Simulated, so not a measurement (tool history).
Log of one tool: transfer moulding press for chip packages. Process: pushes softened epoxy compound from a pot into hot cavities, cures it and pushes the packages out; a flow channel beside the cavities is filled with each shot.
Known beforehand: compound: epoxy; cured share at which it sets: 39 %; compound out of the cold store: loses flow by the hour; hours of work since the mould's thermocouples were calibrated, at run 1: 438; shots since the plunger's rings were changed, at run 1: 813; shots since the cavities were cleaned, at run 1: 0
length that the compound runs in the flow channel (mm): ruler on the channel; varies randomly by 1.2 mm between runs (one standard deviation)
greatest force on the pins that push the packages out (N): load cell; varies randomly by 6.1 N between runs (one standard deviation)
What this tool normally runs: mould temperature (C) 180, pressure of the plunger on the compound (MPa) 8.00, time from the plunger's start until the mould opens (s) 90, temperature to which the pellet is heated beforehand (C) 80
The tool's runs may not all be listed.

| run | hour | mould temperature (C) | pressure of the plunger on the compound (MPa) | time from the plunger's start until the mould opens (s) | temperature to which the pellet is heated beforehand (C) | hours of work since the mould's thermocouples were calibrated | shots since the plunger's rings were changed | shots since the cavities were cleaned | incoming compound's hours out of the cold store | length that the compound runs in the flow channel (mm) | greatest force on the pins that push the packages out (N) |
|---|---|---|---|---|---|---|---|---|---|---|---|
| 1 | 0.0 | 180 | 8.00 | 90 | 80 | 438 | 813 | 0 | 39.0 | 576 | 229 |
|  | 13.7 | mould's thermocouples calibrated |
| 2 | 19.4 | 180 | 8.00 | 90 | 80 | 4 | 1098 | 285 | 32.3 | 591 | 349 |
|  | 33.1 | cavities cleaned with cleaning compound and waxed |
| 3 | 43.3 | 180 | 8.00 | 90 | 80 | 22 | 1464 | 168 | 9.3 | 651 | 463 |
|  | 63.5 | cavities cleaned with cleaning compound and waxed |
| 4 | 66.4 | 180 | 8.00 | 90 | 80 | 38 | 1817 | 48 | 42.5 | 564 | 246 |
| 5 | 76.7 | 180 | 7.90 | 90 | 80 | 46 | 1985 | 216 | 33.7 | 582 | 313 |
|  | 89.9 | cavities cleaned with cleaning compound and waxed, once more |
| 6 | 91.9 | 180 | 6.57 | 90 | 80 | 57 | 2208 | 32 | 13.8 | 575 | 261 |
| 7 | 105.6 | 180 | 6.57 | 90 | 80 | 68 | 2433 | 257 | 41.1 | 510 | 327 |
| 8 | 116.7 | 180 | 6.57 | 90 | 80 | 76 | 2615 | 439 | 47.8 | 494 | 363 |
|  | 120.3 | cavities cleaned with cleaning compound and waxed |
| 9 | 134.5 | 180 | 8.00 | 101 | 80 | 89 | 2880 | 232 | 48.0 | 547 | 268 |
|  | 139.1 | plunger's sealing rings changed |
| 10 | 148.6 | 180 | 8.00 | 101 | 80 | 98 | 156 | 423 | 26.1 | 611 | 319 |
|  | 153.0 | cavities cleaned with cleaning compound and waxed |
| 11 | 166.1 | 180 | 8.00 | 101 | 80 | 110 | 417 | 215 | 42.7 | 570 | 271 |
| 12 | 178.1 | 180 | 8.00 | 101 | 80 | 119 | 613 | 411 | 8.3 | 657 | 318 |
|  | 183.0 | cavities cleaned with cleaning compound and waxed |
| 13 | 197.6 | 180 | 8.00 | 101 | 80 | 133 | 908 | 240 | 35.1 | 584 | 274 |
|  | 213.7 | cavities cleaned with cleaning compound and waxed |
| 14 | 213.7 | 180 | 8.00 | 101 | 80 | 145 | 1146 | 0 | 9.9 | 652 | 187 |
| 15 | 233.5 | 180 | 8.00 | 119 | 80 | 160 | 1471 | 325 | 16.9 | 630 | 278 |
|  | 244.5 | cavities cleaned with cleaning compound and waxed |
| 16 | 254.1 | 180 | 8.00 | 90 | 80 | 175 | 1782 | 156 | 24.9 | 605 | 304 |
| 17 | 271.9 | 180 | 8.00 | 90 | 90 | 188 | 2073 | 447 | 37.7 | 572 | 378 |
|  | 275.4 | cavities cleaned with cleaning compound and waxed |
| 18 | 285.0 | 173 | 6.36 | 89 | 72 | 197 | 2263 | 156 | 8.5 | 596 | 617 |
| 19 | 300.9 | 180 | 7.11 | 77 | 80 | 210 | 2523 | 416 | 12.9 | 601 | 595 |

Each row is a separate what-if for the run after 19, all from the same tool condition, not one after another. Results?
|  | 305.9 | cavities cleaned with cleaning compound and waxed |
| A | 319.7 | 180 | 6.81 | 106 | 80 | 223 | 2806 | 226 | 13.0 | ? | ? |
|  | 305.9 | cavities cleaned with cleaning compound and waxed |
| B | 319.7 | 180 | 8.90 | 77 | 78 | 223 | 2806 | 226 | 29.6 | ? | ? |
|  | 305.9 | cavities cleaned with cleaning compound and waxed |
| C | 319.7 | 187 | 8.74 | 114 | 80 | 223 | 2806 | 226 | 12.6 | ? | ? |

| run | length that the compound runs in the flow channel (mm) | greatest force on the pins that push the packages out (N) |
|---|---|---|
| A | 583 | 267 |
| B | 622 | 494 |
| C | 647 | 235 |
Take away the tool's hidden state, keep each run's random variation, and the runs would have read:
| run | length that the compound runs in the flow channel (mm) | greatest force on the pins that push the packages out (N) |
|---|---|---|
| A | 597 | 184 |
| B | 637 | 329 |
| C | 663 | 160 |
